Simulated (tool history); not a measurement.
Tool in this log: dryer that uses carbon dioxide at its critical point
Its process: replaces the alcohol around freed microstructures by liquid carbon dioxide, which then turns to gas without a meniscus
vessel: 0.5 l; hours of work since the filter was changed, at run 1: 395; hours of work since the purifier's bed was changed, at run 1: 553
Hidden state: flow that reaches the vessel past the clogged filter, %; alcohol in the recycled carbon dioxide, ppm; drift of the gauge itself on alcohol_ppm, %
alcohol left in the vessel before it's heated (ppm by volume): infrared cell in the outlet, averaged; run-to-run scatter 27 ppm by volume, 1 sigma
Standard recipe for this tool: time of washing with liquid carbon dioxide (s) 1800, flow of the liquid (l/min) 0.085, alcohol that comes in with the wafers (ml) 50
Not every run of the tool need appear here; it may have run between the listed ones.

run	hour	time of washing with liquid carbon dioxide (s)	flow of the liquid (l/min)	alcohol that comes in with the wafers (ml)	hours of work since the filter was changed	hours of work since the purifier's bed was changed	alcohol left in the vessel before it's heated (ppm by volume)
1	0	1800	0.085	50	395	553	3232
2	17.2	1800	0.085	50	408	565	3291
3	36.3	1800	0.085	50	422	580	3461
4	51.2	1800	0.085	30	433	591	2130
5	71.1	1800	0.085	30	448	606	2095
6	80.8	1800	0.085	30	455	613	2149
7	102.6	1800	0.085	30	472	629	2200
# hour 109.7: inlet filter changed
8	122.7	1800	0.085	106	10	643	4118
9	133.2	1800	0.085	50	18	651	1904
10	148.1	1800	0.085	50	29	662	1923
11	160.5	1800	0.085	50	38	672	1898
12	170.2	1800	0.085	50	45	679	1950
13	190.8	1260	0.085	50	60	694	6529
14	203.7	1800	0.085	50	70	704	2074
15	216.3	1800	0.085	50	80	713	2023
16	229.5	1800	0.085	50	89	723	2102
17	249.2	1800	0.085	50	104	738	2062
18	268.2	1380	0.085	50	118	752	5261
19	278.2	1800	0.085	50	126	759	2243
20	287.5	2700	0.1394	87	133	766	103
21	304.6	2700	0.1394	87	145	779	94
22	320.2	1800	0.1006	51	157	791	1202
23	336.9	2760	0.1441	105	170	803	97
24	349.6	1440	0.0685	50	179	813	9058
25	362.5	1440	0.0685	50	189	822	9280
26	374.9	1440	0.0685	50	198	831	9295
27	393.4	1800	0.0934	50	212	845	1731
28	403	1800	0.0937	73	219	852	2519
29	418.7	1800	0.085	106	231	864	5389
30	439	2760	0.0784	50	246	879	640
31	453.7	1800	0.0805	114	257	890	7350
32	472.1	1800	0.085	26	270	904	1436
33	491.7	1800	0.085	26	285	919	1511
34	500.9	1440	0.0693	70	292	925	13618
35	522.5	2580	0.0697	70	308	942	2218
36	536.1	2820	0.0528	108	318	952	6975

Each row is a separate what-if for the run after 36, all from the same tool condition, not one after another. Results?
A	553.8	2040	0.085	50	331	965	?
B	553.8	2820	0.058	108	331	965	?
C	553.8	1800	0.085	25	331	965	?

run	alcohol left in the vessel before it's heated (ppm by volume)
A	1828
B	5192
C	1500
Take away the tool's hidden state, keep each run's random variation, and the runs would have read:
run	alcohol left in the vessel before it's heated (ppm by volume)
A	1021
B	3119
C	880
